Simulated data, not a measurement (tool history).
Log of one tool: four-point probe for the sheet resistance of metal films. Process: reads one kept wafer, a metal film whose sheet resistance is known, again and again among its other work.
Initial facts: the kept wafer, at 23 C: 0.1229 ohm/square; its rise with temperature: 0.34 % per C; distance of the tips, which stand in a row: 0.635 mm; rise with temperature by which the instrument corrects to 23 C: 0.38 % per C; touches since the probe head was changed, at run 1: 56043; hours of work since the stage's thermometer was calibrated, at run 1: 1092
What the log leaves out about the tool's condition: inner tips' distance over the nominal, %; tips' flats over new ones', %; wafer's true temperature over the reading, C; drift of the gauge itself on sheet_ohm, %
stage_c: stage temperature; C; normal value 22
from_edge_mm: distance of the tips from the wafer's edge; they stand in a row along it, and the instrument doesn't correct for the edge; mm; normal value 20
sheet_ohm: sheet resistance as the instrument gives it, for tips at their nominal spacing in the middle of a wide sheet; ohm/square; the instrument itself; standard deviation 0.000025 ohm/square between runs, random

run	hour	stage_c	from_edge_mm	touches since the probe head was changed	hours of work since the stage's thermometer was calibrated	sheet_ohm
1	0	22	20	56043	1092	0.122141
2	98.8	22	20	57761	1154	0.122132
3	195.7	22	20	59445	1215	0.122091
4	338.1	22	20	61921	1304	0.122045
5	407.4	28	20	63127	1347	0.121778
6	503.8	28	20	64802	1408	0.121723
7	618.5	28	20	66796	1480	0.12168
8	742.6	22	25	68953	1557	0.121932
9	838.8	22	12	70626	1617	0.122096
10	944.6	27	33	72466	1684	0.121633
11	1026.2	19	4	73885	1735	0.123596

5 ways to go on from here, each from the tool as it stands after run 11. What would each give?
A	1149.1	19	5	76021	1812	?
B	1149.1	22	48	76021	1812	?
C	1149.1	18	27	76021	1812	?
D	1149.1	18	17	76021	1812	?
E	1149.1	22	34	76021	1812	?

run	sheet_ohm
A	0.122994
B	0.121805
C	0.122051
D	0.122065
E	0.121804
The same runs, with their run-to-run variation unchanged, on a tool lacking any hidden condition would have given:
run	sheet_ohm
A	0.124145
B	0.122943
C	0.123194
D	0.123207
E	0.122943

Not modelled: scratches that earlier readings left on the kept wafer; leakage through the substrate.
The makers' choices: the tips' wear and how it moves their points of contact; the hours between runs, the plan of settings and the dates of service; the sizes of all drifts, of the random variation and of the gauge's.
